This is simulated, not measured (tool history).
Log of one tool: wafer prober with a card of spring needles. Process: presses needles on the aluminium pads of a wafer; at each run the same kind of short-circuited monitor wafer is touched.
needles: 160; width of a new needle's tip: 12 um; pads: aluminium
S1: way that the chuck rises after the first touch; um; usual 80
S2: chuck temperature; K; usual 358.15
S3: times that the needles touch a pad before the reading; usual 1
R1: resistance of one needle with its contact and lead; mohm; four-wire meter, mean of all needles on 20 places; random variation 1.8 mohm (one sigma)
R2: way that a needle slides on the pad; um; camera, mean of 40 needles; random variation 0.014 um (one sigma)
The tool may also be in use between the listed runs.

Run 1, hour 0: usual settings. Result: R1 184 mohm, R2 19.07 um.
At hour 21.2: tips cleaned on abrasive film.
At hour 46.1: tips cleaned on abrasive film.
Run 2, hour 49.6: usual settings. Result: R1 195 mohm, R2 19.04 um.
At hour 68.4: tips cleaned on abrasive film.
At hour 89.2: tips cleaned on abrasive film.
Run 3, hour 97.7: usual settings. Result: R1 209 mohm, R2 19.02 um.
At hour 110.8: tips cleaned on abrasive film.
At hour 133.3: tips cleaned on abrasive film.
Run 4, hour 148.5: usual settings. Result: R1 224 mohm, R2 18.98 um.
At hour 155.4: tips cleaned on abrasive film.
At hour 178.4: tips cleaned on abrasive film.
Run 5, hour 191.7: usual settings. Result: R1 218 mohm, R2 18.97 um.
At hour 202: tips cleaned on abrasive film.
Run 6, hour 222.1: usual settings but S2 306.15 K. Result: R1 219 mohm, R2 18.96 um.
At hour 224.4: tips cleaned on abrasive film.
At hour 224.7: height of the first contact set anew.
At hour 246.2: tips cleaned on abrasive film.
Run 7, hour 263.1: usual settings but S2 306.15 K. Result: R1 214 mohm, R2 19.04 um.
At hour 269.4: tips cleaned on abrasive film.
At hour 293.9: tips cleaned on abrasive film, once more.
Run 8, hour 308.1: usual settings but S2 306.15 K. Result: R1 212 mohm, R2 19.04 um.
At hour 315.1: tips cleaned on abrasive film.
At hour 338.3: tips cleaned on abrasive film.
Run 9, hour 358.3: usual settings but S2 313.15 K. Result: R1 221 mohm, R2 18.99 um.
At hour 360.5: tips cleaned on abrasive film.
At hour 382.9: tips cleaned on abrasive film.
Run 10, hour 401: usual settings but S1 71 um, S2 313.15 K. Result: R1 223 mohm, R2 16.86 um.
At hour 406.2: tips cleaned on abrasive film.
At hour 428.7: tips cleaned on abrasive film.
Run 11, hour 434.1: usual settings but S1 71 um, S2 313.15 K. Result: R1 201 mohm, R2 16.84 um.
At hour 450.4: tips cleaned on abrasive film.
At hour 459.7: height of the first contact set anew.
At hour 474.1: tips cleaned on abrasive film.
Run 12, hour 480.1: usual settings but S1 71 um, S2 313.15 K. Result: R1 206 mohm, R2 16.91 um.
At hour 497.4: tips cleaned on abrasive film.
Run 13, hour 512.5: usual settings but S1 71 um, S2 313.15 K. Result: R1 226 mohm, R2 16.89 um.
At hour 518.1: tips cleaned on abrasive film.
At hour 539.4: tips cleaned on abrasive film.
At hour 562.4: tips cleaned on abrasive film.
Run 14, hour 562.4: usual settings but S1 71 um, S2 313.15 K, S3 2. Result: R1 176 mohm, R2 16.86 um.
At hour 583.9: tips cleaned on abrasive film.
Run 15, hour 602.2: usual settings but S1 71 um, S2 313.15 K, S3 2. Result: R1 208 mohm, R2 16.83 um.
At hour 606.5: tips cleaned on abrasive film.
At hour 631.5: tips cleaned on abrasive film.
Run 16, hour 645.8: usual settings but S2 308.15 K, S3 2. Result: R1 202 mohm, R2 18.98 um.
At hour 655.3: tips cleaned on abrasive film.
At hour 676.4: tips cleaned on abrasive film.
Run 17, hour 682.7: usual settings but S2 308.15 K, S3 2. Result: R1 190 mohm, R2 18.95 um.
At hour 695.4: height of the first contact set anew.
At hour 699: tips cleaned on abrasive film.
At hour 723: tips cleaned on abrasive film.
Run 18, hour 725.9: usual settings but S1 70 um, S2 361.15 K. Result: R1 205 mohm, R2 16.68 um.
At hour 745.7: tips cleaned on abrasive film.
Run 19, hour 759.3: usual settings but S1 70 um, S2 361.15 K. Result: R1 227 mohm, R2 16.66 um.
At hour 768.9: tips cleaned on abrasive film.
Run 20, hour 782.5: usual settings but S1 67 um, S3 2. Result: R1 214 mohm, R2 15.93 um.
At hour 790.8: tips cleaned on abrasive film.
Run 21, hour 803.3: usual settings but S2 314.15 K, S3 3. Result: R1 188 mohm, R2 19 um.
At hour 812.4: tips cleaned on abrasive film.
Run 22, hour 825.6: usual settings but S2 325.15 K, S3 2. Result: R1 201 mohm, R2 18.99 um.
At hour 834.6: tips cleaned on abrasive film.
At hour 857.7: tips cleaned on abrasive film.
Run 23, hour 873.6: usual settings but S2 325.15 K, S3 2. Result: R1 198 mohm, R2 18.97 um.
At hour 881.6: tips cleaned on abrasive film.
At hour 903.4: tips cleaned on abrasive film.
Run 24, hour 909.6: usual settings but S2 325.15 K, S3 2. Result: R1 195 mohm, R2 18.94 um.
At hour 925.4: tips cleaned on abrasive film.
At hour 932.9: height of the first contact set anew.
Run 25, hour 935.4: usual settings but S1 93 um, S2 325.15 K, S3 3. Result: R1 184 mohm, R2 22.17 um.
At hour 947.8: tips cleaned on abrasive film.
Run 26, hour 958.7: usual settings but S1 93 um, S2 325.15 K, S3 3. Result: R1 185 mohm, R2 22.17 um.

The next listed run, before its measurement:
At hour 970.4: tips cleaned on abrasive film.
At hour 992.2: tips cleaned on abrasive film.
Run 27, hour 1005: usual settings but S1 90 um, S3 2. Result: R1 ?, R2 ?.

R1: 200 mohm
R2: 21.42 um
Without the tool's hidden state the same run would have given R1 182 mohm, R2 21.46 um.
